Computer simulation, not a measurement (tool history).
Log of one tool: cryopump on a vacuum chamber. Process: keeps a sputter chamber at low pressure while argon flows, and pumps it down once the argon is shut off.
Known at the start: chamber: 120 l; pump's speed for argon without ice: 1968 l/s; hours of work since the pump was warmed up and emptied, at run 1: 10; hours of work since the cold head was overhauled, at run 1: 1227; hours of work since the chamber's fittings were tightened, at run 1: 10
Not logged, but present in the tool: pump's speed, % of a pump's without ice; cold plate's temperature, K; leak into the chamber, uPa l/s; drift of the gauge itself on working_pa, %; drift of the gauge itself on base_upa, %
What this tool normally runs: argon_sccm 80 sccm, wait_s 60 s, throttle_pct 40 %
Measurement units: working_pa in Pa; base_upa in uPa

run	day	argon_sccm	wait_s	throttle_pct	hours of work since the pump was warmed up and emptied	hours of work since the cold head was overhauled	hours of work since the chamber's fittings were tightened	working_pa	base_upa
1	0.000	80	60	40	10	1227	10	0.1730	0.91
2	1.696	80	60	40	39	1255	39	0.1748	0.96
3	3.954	80	60	40	77	1294	77	0.1761	0.96
4	5.138	80	60	40	97	1314	97	0.1774	0.97
5	6.917	52	60	40	127	1344	127	0.1146	1.01
6	9.408	52	60	40	169	1386	169	0.1159	1.01
7	11.529	80	60	40	205	1422	205	0.1793	1.08
8	14.033	80	60	40	247	1464	247	0.1818	0.99
9	16.704	80	60	40	292	1509	292	0.1854	1.09
10	18.462	80	60	40	322	1539	322	0.1845	1.10
11	20.429	80	60	40	355	1572	355	0.1863	1.14
# day 21.388: pump warmed up, emptied and cooled again
12	22.321	80	60	40	16	1600	384	0.1749	1.10
13	23.683	80	60	40	39	1623	407	0.1752	1.10
14	25.579	80	287	40	71	1655	439	0.1757	0.48
15	27.846	80	287	40	109	1694	477	0.1770	0.49
16	28.933	80	60	40	127	1712	495	0.1777	1.18
17	30.258	80	60	40	150	1734	518	0.1795	1.16
18	31.496	41	60	40	171	1755	539	0.0921	1.18
19	33.017	41	60	27	196	1781	564	0.1347	1.17
20	35.329	41	60	27	235	1820	603	0.1355	1.18
21	37.442	44	235	59	271	1856	639	0.0715	0.66
22	39.304	103	70	36	303	1887	670	0.2623	1.13
23	41.000	63	39	17	331	1916	699	0.3293	1.68
24	42.283	130	62	22	353	1937	721	0.5329	1.26

Forecast run 25:
# day 43.329: pump warmed up, emptied and cooled again
25	44.192	130	62	22	15	1966	749	?	?

Run 25 produced working_pa 0.5117 Pa, base_upa 1.20 uPa.
With no hidden state in the tool, this same run would have given working_pa 0.5078 Pa, base_upa 0.91 uPa.

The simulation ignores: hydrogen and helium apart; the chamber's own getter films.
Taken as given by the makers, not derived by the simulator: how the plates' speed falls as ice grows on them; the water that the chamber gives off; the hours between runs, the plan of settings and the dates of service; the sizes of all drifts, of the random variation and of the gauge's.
